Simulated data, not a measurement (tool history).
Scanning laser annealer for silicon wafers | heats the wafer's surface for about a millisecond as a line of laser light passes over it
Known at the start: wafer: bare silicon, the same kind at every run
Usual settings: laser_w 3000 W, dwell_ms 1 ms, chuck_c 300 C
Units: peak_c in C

run,day,laser_w,dwell_ms,chuck_c,peak_c
1,0,3000,1,300,1043
2,0.579,3000,1,300,1044
3,1.042,3000,1,300,1043
4,1.412,3000,1,300,1043
5,1.829,3272,1,300,1116
6,2.404,3000,1,300,1047
7,2.925,3000,1,300,1043
8,3.55,3000,1,302,1045
9,4.05,3000,1,300,1039
10,4.492,3000,1,264,1006
11,5.012,3000,1,300,1040
12,5.321,3000,1,301,1039
13,5.875,3000,1,301,1043
14,6.392,3000,1.03,301,1051
15,6.821,3000,1,300,1043
16,7.121,3000,1,300,1043
17,7.588,3000,0.99,300,1038
18,8.15,3000,0.99,300,1038
19,8.562,3000,0.99,300,1036
20,8.925,2800,0.99,300,982
21,9.583,2812,1.22,294,1058
22,10.188,3000,1,293,1031
23,10.725,2615,0.81,315,890
24,11.212,2967,0.71,303,920
25,11.546,2967,0.71,303,920
26,11.883,2822,1.22,303,1065
27,12.317,2822,1.22,303,1067
28,12.938,3000,1.23,300,1118
29,13.396,3000,1.23,300,1116
30,13.717,3000,1.12,300,1083
31,14.375,2831,1.12,266,998
32,14.808,2831,1.12,266,1000
33,15.35,2906,1,326,1037
34,15.879,2629,0.79,326,891
35,16.375,2629,0.79,326,894
36,16.929,2831,1,309,999
37,17.233,3017,1,300,1036
38,17.858,2921,1.09,328,1071
39,18.233,3182,0.94,300,1057

The next listed run, before its measurement:
40,18.804,3182,0.94,300,?

peak_c: 1054 C
Without the tool's hidden state the same run would have given peak_c 1088 C.
